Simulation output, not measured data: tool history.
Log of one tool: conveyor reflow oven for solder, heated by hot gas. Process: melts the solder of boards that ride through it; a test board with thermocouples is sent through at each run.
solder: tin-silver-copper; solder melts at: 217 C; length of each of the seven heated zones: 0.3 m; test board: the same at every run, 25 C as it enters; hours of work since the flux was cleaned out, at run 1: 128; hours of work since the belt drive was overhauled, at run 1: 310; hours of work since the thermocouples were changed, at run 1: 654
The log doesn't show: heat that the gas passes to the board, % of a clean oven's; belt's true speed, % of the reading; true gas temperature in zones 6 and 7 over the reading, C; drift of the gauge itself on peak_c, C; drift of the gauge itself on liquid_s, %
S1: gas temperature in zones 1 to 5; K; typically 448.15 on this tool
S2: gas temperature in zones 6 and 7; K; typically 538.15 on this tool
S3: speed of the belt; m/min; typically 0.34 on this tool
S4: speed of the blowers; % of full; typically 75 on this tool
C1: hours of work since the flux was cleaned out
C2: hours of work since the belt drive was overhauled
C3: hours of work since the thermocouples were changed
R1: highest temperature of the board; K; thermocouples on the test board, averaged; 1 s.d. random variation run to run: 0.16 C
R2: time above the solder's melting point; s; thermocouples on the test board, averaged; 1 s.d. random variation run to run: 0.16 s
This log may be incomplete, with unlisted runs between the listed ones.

run,hour,S1,S2,S3,S4,C1,C2,C3,R1,R2
1,0,448.15,538.15,0.34,75,128,310,654,529.85,86.7
2,24.6,456.15,538.15,0.34,75,144,326,670,530.85,91.2
3,38.1,456.15,538.15,0.34,75,153,335,679,530.95,91.7
4,59.4,456.15,538.15,0.34,75,167,349,693,530.45,91.1
5,72.1,448.15,538.15,0.34,75,176,357,702,529.85,86.7
6,85.8,448.15,538.15,0.34,75,185,366,711,529.75,86.9
7,97.1,448.15,538.15,0.34,75,192,374,718,529.85,86.8
8,115.3,439.15,538.15,0.34,75,204,386,730,528.75,81.6
9,137.2,448.15,538.15,0.34,75,219,400,745,529.65,86.7
10,148.9,448.15,538.15,0.34,75,226,408,752,529.55,86.6
11,164.3,448.15,538.15,0.34,70,237,418,762,529.15,86.1
12,175.2,448.15,538.15,0.34,54,244,425,770,526.65,82.8
13,200.5,448.15,538.15,0.34,81,260,442,786,530.25,87.2
# hour 206.6: belt drive overhauled, speed set with a stopwatch
14,224.8,438.15,538.15,0.34,75,274,12,800,528.25,81.2
15,247,438.15,538.15,0.34,75,288,27,814,528.25,81.3
16,261.4,438.15,538.15,0.34,75,298,36,824,528.45,81.5
17,281.5,438.15,538.15,0.34,75,311,49,837,528.15,81.1
18,292.7,438.15,538.15,0.316,75,319,57,844,530.35,89.9
# hour 303.5: belt drive overhauled, speed set with a stopwatch, once more
19,313.5,438.15,538.15,0.34,58,330,7,856,525.55,76.4
20,328.5,453.15,538.15,0.364,52,340,17,865,524.55,76.5
# hour 337.6: flux residue cleaned out of gas plates and filters
21,350.4,463.15,548.15,0.346,81,8,28,877,542.35,99.5
22,373.5,444.15,538.15,0.34,75,24,43,892,529.95,85
23,384.3,444.15,538.15,0.34,75,31,50,899,530.05,85.1
24,397.2,444.15,538.15,0.34,75,39,59,907,530.15,85.1
25,413.5,444.15,538.15,0.34,75,50,69,918,530.05,85
26,430,444.15,538.15,0.34,88,61,80,929,531.65,86.4
27,448.7,444.15,538.15,0.34,88,73,92,941,531.25,86.7
28,473.3,448.15,552.15,0.318,75,89,109,958,545.15,104
29,495,445.15,540.15,0.388,70,104,123,972,527.45,71.4
30,511.5,445.15,540.15,0.388,70,115,134,983,527.75,71.5
31,535.2,445.15,540.15,0.388,70,130,150,998,527.75,71.4
32,549.7,448.15,538.15,0.295,86,140,159,1008,533.85,105.2

Predict each of these 3 candidate next runs independently; none follows another, all start after run 32:
A,564.1,448.15,538.15,0.34,69,149,169,1018,?,?
B,564.1,447.15,538.15,0.295,86,149,169,1018,?,?
C,564.1,448.15,538.15,0.34,64,149,169,1018,?,?

run,R1,R2
A,529.55,86.3
B,534.05,104.8
C,529.15,85.5
Without the tool's unlogged condition, the same runs would have read:
run,R1,R2
A,528.35,85.3
B,532.75,103.8
C,527.95,84.5
